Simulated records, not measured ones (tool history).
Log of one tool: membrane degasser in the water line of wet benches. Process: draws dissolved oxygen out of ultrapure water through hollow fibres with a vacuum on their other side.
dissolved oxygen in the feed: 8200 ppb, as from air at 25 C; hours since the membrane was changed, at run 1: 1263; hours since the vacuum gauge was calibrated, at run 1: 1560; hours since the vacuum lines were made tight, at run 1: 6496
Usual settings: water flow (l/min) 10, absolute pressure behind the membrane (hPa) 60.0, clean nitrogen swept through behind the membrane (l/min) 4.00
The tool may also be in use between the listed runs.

| run | day | water flow (l/min) | absolute pressure behind the membrane (hPa) | clean nitrogen swept through behind the membrane (l/min) | hours since the membrane was changed | hours since the vacuum gauge was calibrated | hours since the vacuum lines were made tight | dissolved oxygen in the water behind the degasser (ppb) | pressure that the water loses in the fibres (hPa) |
|---|---|---|---|---|---|---|---|---|---|
| 1 | 0.000 | 10 | 60.0 | 4.00 | 1263 | 1560 | 6496 | 19.6 | 668.6 |
| 2 | 6.646 | 10 | 63.7 | 4.00 | 1423 | 1720 | 6655 | 22.1 | 670.6 |
| 3 | 13.304 | 10 | 60.0 | 7.26 | 1582 | 1880 | 6815 | 11.8 | 668.2 |
| 4 | 20.096 | 10 | 60.0 | 2.23 | 1745 | 2043 | 6978 | 33.0 | 666.0 |
| 5 | 26.708 | 6 | 60.0 | 4.00 | 1904 | 2201 | 7137 | 10.7 | 401.8 |
| 6 | 34.592 | 6 | 60.0 | 4.00 | 2093 | 2390 | 7326 | 10.4 | 400.2 |
| 7 | 40.575 | 6 | 60.0 | 4.00 | 2237 | 2534 | 7470 | 10.6 | 398.8 |
| 8 | 44.529 | 6 | 60.0 | 4.00 | 2332 | 2629 | 7565 | 10.7 | 399.8 |
| 9 | 48.921 | 10 | 60.0 | 4.00 | 2437 | 2734 | 7670 | 19.8 | 666.8 |
|  | 49.688 | seals of the vacuum lines changed |
| 10 | 53.817 | 10 | 54.5 | 4.00 | 2553 | 2850 | 99 | 16.1 | 671.0 |
| 11 | 60.296 | 10 | 54.5 | 4.00 | 2708 | 3005 | 255 | 16.2 | 670.7 |
| 12 | 67.979 | 10 | 54.5 | 4.00 | 2893 | 3190 | 439 | 16.5 | 666.1 |
| 13 | 75.017 | 10 | 60.0 | 6.41 | 3061 | 3359 | 608 | 13.0 | 667.9 |
| 14 | 82.488 | 12 | 140.2 | 3.14 | 3241 | 3538 | 787 | 107.1 | 801.7 |
| 15 | 88.450 | 8 | 106.9 | 4.58 | 3384 | 3681 | 930 | 33.1 | 536.1 |
| 16 | 95.279 | 9 | 39.9 | 4.58 | 3548 | 3845 | 1094 | 4.9 | 600.0 |
| 17 | 100.838 | 9 | 41.5 | 6.21 | 3681 | 3978 | 1228 | 4.6 | 605.8 |
| 18 | 107.450 | 9 | 41.5 | 6.21 | 3840 | 4137 | 1386 | 4.6 | 602.3 |
| 19 | 112.654 | 9 | 41.5 | 6.21 | 3965 | 4262 | 1511 | 4.6 | 602.4 |
| 20 | 118.779 | 15 | 44.8 | 3.20 | 4112 | 4409 | 1658 | 40.0 | 1002.2 |
| 21 | 127.362 | 15 | 44.8 | 3.00 | 4318 | 4615 | 1864 | 41.1 | 1001.4 |
| 22 | 134.338 | 6 | 51.6 | 4.00 | 4485 | 4782 | 2032 | 7.7 | 401.8 |
| 23 | 140.192 | 11 | 41.7 | 3.57 | 4626 | 4923 | 2172 | 11.8 | 734.8 |
| 24 | 145.275 | 13 | 94.8 | 9.54 | 4748 | 5045 | 2294 | 32.9 | 869.7 |
| 25 | 149.438 | 7 | 60.0 | 4.92 | 4848 | 5145 | 2394 | 9.8 | 472.3 |

4 ways to go on from here, each from the tool as it stands after run 25. What would each give?
| A | 157.375 | 7 | 62.2 | 4.00 | 5038 | 5335 | 2584 | ? | ? |
| B | 157.375 | 6 | 134.1 | 8.13 | 5038 | 5335 | 2584 | ? | ? |
| C | 157.375 | 12 | 130.0 | 4.92 | 5038 | 5335 | 2584 | ? | ? |
| D | 157.375 | 7 | 60.0 | 11.93 | 5038 | 5335 | 2584 | ? | ? |

| run | dissolved oxygen in the water behind the degasser (ppb) | pressure that the water loses in the fibres (hPa) |
|---|---|---|
| A | 13.1 | 469.4 |
| B | 19.6 | 403.2 |
| C | 66.8 | 807.1 |
| D | 3.9 | 469.8 |
Without the tool's hidden state the same runs would have given:
| run | dissolved oxygen in the water behind the degasser (ppb) | pressure that the water loses in the fibres (hPa) |
|---|---|---|
| A | 13.0 | 469.2 |
| B | 19.6 | 403.0 |
| C | 66.7 | 806.8 |
| D | 3.9 | 469.6 |
